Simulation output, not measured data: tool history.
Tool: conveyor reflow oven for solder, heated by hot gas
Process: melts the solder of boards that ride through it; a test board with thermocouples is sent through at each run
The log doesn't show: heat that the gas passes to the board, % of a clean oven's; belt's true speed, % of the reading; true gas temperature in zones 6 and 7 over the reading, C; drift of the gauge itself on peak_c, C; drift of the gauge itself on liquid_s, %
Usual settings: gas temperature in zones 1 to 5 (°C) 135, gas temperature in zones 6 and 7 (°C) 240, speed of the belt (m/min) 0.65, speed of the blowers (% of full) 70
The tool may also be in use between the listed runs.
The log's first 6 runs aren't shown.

run   hour  gas temperature in zones 1 to 5 (°C)  gas temperature in zones 6 and 7 (°C)  speed of the belt (m/min)  speed of the blowers (% of full)  hours of work since the flux was cleaned out  hours of work since the belt drive was overhauled  hours of work since the thermocouples were changed  highest temperature of the board (°C)  time above the solder's melting point (s)
  7   98.8                                   120                                    240                       0.65                                56                                           162                                                589                                                 177                                  220.3                                       39.2
  8  111.4                                   120                                    240                       0.65                                56                                           171                                                597                                                 186                                  219.6                                       38.8
  9  129.5                                   135                                    240                       0.65                                70                                           183                                                610                                                 198                                  225.1                                       46.2
 10  141.5                                   135                                    240                       0.65                                70                                           191                                                618                                                 206                                    225                                       46.6
 11  162.6                                   137                                    240                       0.65                                70                                           205                                                632                                                 220                                  224.7                                       46.2
 12  183.9                                   145                                    240                       0.65                                70                                           219                                                646                                                 234                                  226.8                                       49.5
 13  200.2                                   145                                    240                       0.65                                70                                           230                                                657                                                 245                                    226                                       49.5
 14  216.5                                   135                                    240                       0.65                                70                                           241                                                668                                                 256                                  224.5                                       46.2
 15    230                                   135                                    240                       0.65                                70                                           250                                                677                                                 265                                  224.8                                       45.8
 16  246.6                                   132                                    240                       0.65                                70                                           261                                                688                                                 277                                  224.1                                       45.4
 17  258.4                                   132                                    255                      0.649                                64                                           269                                                696                                                 284                                  237.5                                       49.4
 18  275.7                                   132                                    255                      0.649                                64                                           281                                                708                                                 296                                  236.4                                       50.3
 19  286.5                                   135                                    240                       0.65                                66                                           288                                                715                                                 303                                  224.5                                       46.1
 20  299.3                                   135                                    229                      0.533                                71                                           297                                                723                                                 312                                  220.5                                       54.3
     313.5  -- flux residue cleaned out of gas plates and filters
 21    324                                   135                                    229                      0.533                                71                                             7                                                737                                                 325                                  221.3                                       55.4
 22  341.7                                   135                                    238                      0.649                                56                                            19                                                749                                                 337                                  222.3                                       45.5
 23  354.8                                   148                                    240                      0.562                                86                                            28                                                757                                                 346                                    234                                         61
 24  376.7                                   148                                    240                      0.562                                86                                            42                                                772                                                 360                                  234.5                                       61.3
 25  387.3                                   148                                    240                      0.562                                86                                            49                                                779                                                 368                                  234.5                                       61.1
 26  397.8                                   135                                    248                       0.65                                70                                            57                                                786                                                 375                                  233.7                                       49.6
 27  410.5                                   135                                    248                       0.65                                70                                            65                                                795                                                 383                                  233.5                                       49.9
 28  432.8                                   130                                    246                       0.65                                70                                            80                                                810                                                 398                                  231.6                                       47.4
 29  450.5                                   138                                    251                      0.598                                70                                            92                                                822                                                 410                                  240.2                                       56.4
 30  469.9                                   138                                    251                      0.598                                70                                           105                                                835                                                 423                                  239.8                                       57.1
 31  484.2                                   135                                    240                      0.619                                77                                           114                                                844                                                 433                                  228.9                                       50.2

Forecast each of these 4 alternatives for the next run:
  A  505.1                                   130                                    252                       0.65                                70                                           129                                                858                                                 447                                      ?                                          ?
  B  505.1                                   135                                    240                      0.706                                77                                           129                                                858                                                 447                                      ?                                          ?
  C  505.1                                   147                                    255                      0.702                                77                                           129                                                858                                                 447                                      ?                                          ?
  D  505.1                                   135                                    240                      0.742                                70                                           129                                                858                                                 447                                      ?                                          ?

run  highest temperature of the board (°C)  time above the solder's melting point (s)
  A                                  236.1                                         50
  B                                  225.3                                       41.9
  C                                  241.1                                         51
  D                                  222.2                                       38.9
Without the tool's hidden state the same runs would have given:
run  highest temperature of the board (°C)  time above the solder's melting point (s)
  A                                  234.6                                       48.2
  B                                  223.9                                       40.2
  C                                  239.7                                       49.3
  D                                  220.8                                       37.3
